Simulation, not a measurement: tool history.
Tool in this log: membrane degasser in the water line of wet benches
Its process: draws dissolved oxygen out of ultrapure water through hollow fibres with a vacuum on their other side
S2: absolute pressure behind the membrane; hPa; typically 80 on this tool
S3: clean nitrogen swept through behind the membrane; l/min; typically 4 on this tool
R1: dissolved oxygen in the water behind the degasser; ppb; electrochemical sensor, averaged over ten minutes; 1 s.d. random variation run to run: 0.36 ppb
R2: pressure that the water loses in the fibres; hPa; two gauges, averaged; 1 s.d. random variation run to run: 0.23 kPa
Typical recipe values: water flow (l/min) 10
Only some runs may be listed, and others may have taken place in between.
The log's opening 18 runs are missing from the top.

{"run": 19, "hour": 4393.6, "water flow (l/min)": 7, "S2": 114.2, "S3": 6.22, "R1": 24.2, "R2": 411.2}
{"run": 20, "hour": 4714.1, "water flow (l/min)": 10, "S2": 79.7, "S3": 2.16, "R1": 55.3, "R2": 583.3}
{"run": 21, "hour": 4909.2, "water flow (l/min)": 8, "S2": 48.9, "S3": 5.31, "R1": 7.4, "R2": 468}
{"hour": 4957.0, "done": "gauge calibrated"}
{"hour": 4986.7, "done": "seals of the vacuum lines changed"}
{"run": 22, "hour": 5199.1, "water flow (l/min)": 7, "S2": 94.3, "S3": 5.28, "R1": 21.7, "R2": 418.7}
{"run": 23, "hour": 5426.3, "water flow (l/min)": 7, "S2": 94.3, "S3": 5.28, "R1": 21.7, "R2": 418.1}
{"run": 24, "hour": 5686.9, "water flow (l/min)": 10, "S2": 157.9, "S3": 1.61, "R1": 189.6, "R2": 599.6}
{"run": 25, "hour": 6010.8, "water flow (l/min)": 10, "S2": 157.9, "S3": 1.61, "R1": 188.8, "R2": 596.1}
{"run": 26, "hour": 6328.6, "water flow (l/min)": 14, "S2": 77.2, "S3": 2.77, "R1": 61.9, "R2": 833.5}
{"run": 27, "hour": 6498.7, "water flow (l/min)": 12, "S2": 77.2, "S3": 2.77, "R1": 52.4, "R2": 717.4}
{"run": 28, "hour": 6687.7, "water flow (l/min)": 12, "S2": 77.2, "S3": 2.77, "R1": 50.9, "R2": 717.6}
{"run": 29, "hour": 6921.5, "water flow (l/min)": 12, "S2": 77.2, "S3": 2.77, "R1": 51.7, "R2": 714.3}
{"run": 30, "hour": 7090.0, "water flow (l/min)": 10, "S2": 53.2, "S3": 2.42, "R1": 23.4, "R2": 594}
{"hour": 7282.4, "done": "vacuum gauge calibrated"}
{"run": 31, "hour": 7374.2, "water flow (l/min)": 10, "S2": 80, "S3": 5.47, "R1": 24.1, "R2": 593.8}
{"run": 32, "hour": 7636.5, "water flow (l/min)": 10, "S2": 119.4, "S3": 2.81, "R1": 78.8, "R2": 593.7}

Forecast each of these 4 alternatives for the next run:
{"run": "A", "hour": 7874.2, "water flow (l/min)": 10, "S2": 61.7, "S3": 7.99, "R1": "?", "R2": "?"}
{"run": "B", "hour": 7874.2, "water flow (l/min)": 15, "S2": 74.1, "S3": 2.48, "R1": "?", "R2": "?"}
{"run": "C", "hour": 7874.2, "water flow (l/min)": 8, "S2": 86.6, "S3": 2.81, "R1": "?", "R2": "?"}
{"run": "D", "hour": 7874.2, "water flow (l/min)": 10, "S2": 70.4, "S3": 10.65, "R1": "?", "R2": "?"}

run=A R1=11.8 R2=587.3
run=B R1=68 R2=884.3
run=C R1=40.1 R2=473.4
run=D R1=11.6 R2=592.6
What these runs would have given with no unlogged condition in the tool:
run=A R1=11.8 R2=596.8
run=B R1=68 R2=898.6
run=C R1=40.1 R2=481.1
run=D R1=11.6 R2=602.2
